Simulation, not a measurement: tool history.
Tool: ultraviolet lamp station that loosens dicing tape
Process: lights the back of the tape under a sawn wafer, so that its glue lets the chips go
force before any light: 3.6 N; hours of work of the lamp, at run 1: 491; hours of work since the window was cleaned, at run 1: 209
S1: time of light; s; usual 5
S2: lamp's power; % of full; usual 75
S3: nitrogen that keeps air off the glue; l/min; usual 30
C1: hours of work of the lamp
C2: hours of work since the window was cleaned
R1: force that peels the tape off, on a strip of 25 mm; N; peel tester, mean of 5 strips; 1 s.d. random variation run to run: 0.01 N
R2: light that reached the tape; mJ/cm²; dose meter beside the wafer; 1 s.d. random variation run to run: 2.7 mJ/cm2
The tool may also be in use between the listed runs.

run   hour  S1  S2  S3   C1   C2     R1   R2
  1    0.0   5  75  30  491  209  0.695  277
  2   20.7   5  75  30  504  222  0.712  274
  3   50.2   5  75  30  524  242  0.740  269
  4   77.2   5  75  30  542  259  0.715  265
  5  101.7   5  75  30  558  276  0.745  266
  6  132.3   5  75  17  578  296  0.982  263
  7  168.0   5  75  17  602  319  0.989  255
  8  188.0   5  75  30  615  333  0.790  250
     207.1  -- lamp changed
  9  207.1   5  75  30    0  344  0.505  340
 10  240.3   5  75  30   22  366  0.511  337
 11  279.4   5  75  30   48  392  0.529  326
 12  317.0   5  75  10   73  417  0.920  327
 13  339.7   5  93  48   87  432  0.325  397
     366.3  -- window cleaned of glue's vapour
 14  379.3   5  77  30  113    9  0.479  365
 15  412.3   5  77  48  135   30  0.384  360
 16  435.4   5  88  33  150   46  0.367  406
 17  463.4   5  88  33  169   64  0.387  402
 18  494.7   4  60  47  189   85  0.839  217
 19  516.5   4  60  47  204   99  0.849  214
 20  537.7   5  88  30  218  113  0.417  394
 21  572.7   5  88  30  241  136  0.428  381
 22  607.1   5  79  50  263  159  0.413  336
 23  638.1   2  79  28  284  179  1.651  133
 24  660.7   2  81  30  299  194  1.563  134

Forecast each of these 5 alternatives for the next run:
  A  697.8   2  77  23  323  219   ?   ?
  B  697.8   8  81  30  323  219   ?   ?
  C  697.8   2  89  25  323  219   ?   ?
  D  697.8   6  68  30  323  219   ?   ?
  E  697.8   2  72  34  323  219   ?   ?

run     R1   R2
  A  1.776  126
  B  0.248  528
  C  1.538  146
  D  0.525  336
  E  1.771  116
With the hidden condition removed and each run's random variation left untouched, the same runs would have given:
run     R1   R2
  A  1.524  154
  B  0.191  645
  C  1.286  178
  D  0.379  410
  E  1.508  142
